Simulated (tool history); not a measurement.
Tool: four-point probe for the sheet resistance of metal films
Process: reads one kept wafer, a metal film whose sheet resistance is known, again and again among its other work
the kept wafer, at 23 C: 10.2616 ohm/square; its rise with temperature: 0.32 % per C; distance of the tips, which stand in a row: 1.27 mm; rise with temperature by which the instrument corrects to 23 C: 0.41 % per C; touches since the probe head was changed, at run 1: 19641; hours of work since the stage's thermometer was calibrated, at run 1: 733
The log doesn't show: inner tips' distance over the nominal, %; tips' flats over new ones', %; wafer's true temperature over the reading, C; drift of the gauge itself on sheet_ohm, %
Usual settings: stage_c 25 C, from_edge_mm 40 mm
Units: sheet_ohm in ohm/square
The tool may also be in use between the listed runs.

| run | day | stage_c | from_edge_mm | touches since the probe head was changed | hours of work since the stage's thermometer was calibrated | sheet_ohm |
|---|---|---|---|---|---|---|
| 1 | 0.000 | 25 | 40 | 19641 | 733 | 10.300877 |
| 2 | 0.762 | 25 | 40 | 20186 | 746 | 10.299908 |
| 3 | 1.938 | 25 | 40 | 21022 | 766 | 10.307029 |
| 4 | 3.175 | 25 | 40 | 21904 | 788 | 10.307617 |
| 5 | 4.283 | 25 | 40 | 22694 | 807 | 10.302770 |
| 6 | 5.375 | 25 | 40 | 23472 | 825 | 10.303538 |
| 7 | 6.312 | 31 | 40 | 24139 | 841 | 10.254583 |
| 8 | 7.142 | 25 | 5 | 24731 | 856 | 10.649386 |
| 9 | 8.196 | 25 | 5 | 25482 | 874 | 10.650014 |
| 10 | 9.317 | 25 | 5 | 26280 | 893 | 10.648243 |
| 11 | 10.450 | 25 | 5 | 27088 | 913 | 10.652850 |
| 12 | 11.217 | 25 | 8 | 27636 | 926 | 10.445114 |
| 13 | 12.438 | 31 | 8 | 28506 | 947 | 10.392664 |
| 14 | 13.688 | 33 | 8 | 29396 | 968 | 10.372794 |
| 15 | 14.233 | 33 | 8 | 29783 | 978 | 10.371892 |
| 16 | 14.783 | 26 | 8 | 30178 | 987 | 10.440258 |
| 17 | 15.979 | 25 | 40 | 31028 | 1008 | 10.315050 |
| 18 | 16.817 | 25 | 40 | 31625 | 1022 | 10.316028 |
| 19 | 17.733 | 25 | 40 | 32279 | 1038 | 10.317670 |
| 20 | 18.383 | 25 | 13 | 32742 | 1049 | 10.369753 |
| 21 | 18.912 | 25 | 19 | 33118 | 1058 | 10.340222 |
| 22 | 19.600 | 25 | 40 | 33609 | 1070 | 10.322446 |
| 23 | 20.171 | 25 | 20 | 34016 | 1080 | 10.339300 |
| 24 | 20.817 | 21 | 44 | 34475 | 1091 | 10.357139 |
| 25 | 21.617 | 21 | 44 | 35045 | 1105 | 10.358036 |
| 26 | 22.646 | 27 | 5 | 35780 | 1122 | 10.644031 |
| 27 | 23.475 | 23 | 5 | 36370 | 1137 | 10.684456 |
| 28 | 24.521 | 23 | 5 | 37115 | 1155 | 10.686908 |
| 29 | 25.088 | 20 | 72 | 37518 | 1164 | 10.367757 |
| 30 | 26.250 | 20 | 40 | 38347 | 1184 | 10.375179 |
| 31 | 27.417 | 20 | 40 | 39178 | 1204 | 10.374993 |
| 32 | 28.321 | 22 | 18 | 39824 | 1220 | 10.378318 |
| 33 | 29.296 | 27 | 12 | 40518 | 1237 | 10.365179 |
| 34 | 29.850 | 34 | 40 | 40912 | 1246 | 10.247177 |
| 35 | 30.483 | 24 | 5 | 41364 | 1257 | 10.682973 |
| 36 | 31.671 | 24 | 5 | 42209 | 1277 | 10.681629 |
| 37 | 32.538 | 24 | 5 | 42827 | 1292 | 10.681446 |
| 38 | 33.558 | 18 | 30 | 43556 | 1310 | 10.402343 |
|  | 34.358 | stage's thermometer calibrated |
| 39 | 34.571 | 35 | 10 | 44261 | 4 | 10.341729 |
| 40 | 35.175 | 29 | 10 | 44694 | 14 | 10.400005 |
| 41 | 35.792 | 29 | 10 | 45132 | 25 | 10.398131 |
| 42 | 36.958 | 29 | 10 | 45964 | 45 | 10.398464 |
| 43 | 38.117 | 30 | 10 | 46790 | 65 | 10.392256 |
| 44 | 39.142 | 22 | 63 | 47518 | 82 | 10.379013 |
| 45 | 40.354 | 30 | 63 | 48384 | 103 | 10.304958 |

Measured less the same run without the tool's hidden state. The same run-to-run variation is in both; the gauge's scatter may not be:
| run | sheet_ohm |
|---|---|
| 1 | +0.053293 |
| 2 | +0.054083 |
| 3 | +0.055197 |
| 4 | +0.056368 |
| 5 | +0.057432 |
| 6 | +0.058377 |
| 7 | +0.059196 |
| 8 | +0.061886 |
| 9 | +0.062896 |
| 10 | +0.063908 |
| 11 | +0.065090 |
| 12 | +0.064696 |
| 13 | +0.065750 |
| 14 | +0.066927 |
| 15 | +0.067398 |
| 16 | +0.068084 |
| 17 | +0.068388 |
| 18 | +0.069217 |
| 19 | +0.070044 |
| 20 | +0.070994 |
| 21 | +0.071273 |
| 22 | +0.071766 |
| 23 | +0.072417 |
| 24 | +0.072965 |
| 25 | +0.073747 |
| 26 | +0.076733 |
| 27 | +0.077685 |
| 28 | +0.078734 |
| 29 | +0.077035 |
| 30 | +0.078107 |
| 31 | +0.079127 |
| 32 | +0.080119 |
| 33 | +0.081136 |
| 34 | +0.081060 |
| 35 | +0.084284 |
| 36 | +0.085425 |
| 37 | +0.086301 |
| 38 | +0.084981 |
| 39 | +0.101236 |
| 40 | +0.102350 |
| 41 | +0.102956 |
| 42 | +0.103960 |
| 43 | +0.105023 |
| 44 | +0.105964 |
| 45 | +0.106541 |

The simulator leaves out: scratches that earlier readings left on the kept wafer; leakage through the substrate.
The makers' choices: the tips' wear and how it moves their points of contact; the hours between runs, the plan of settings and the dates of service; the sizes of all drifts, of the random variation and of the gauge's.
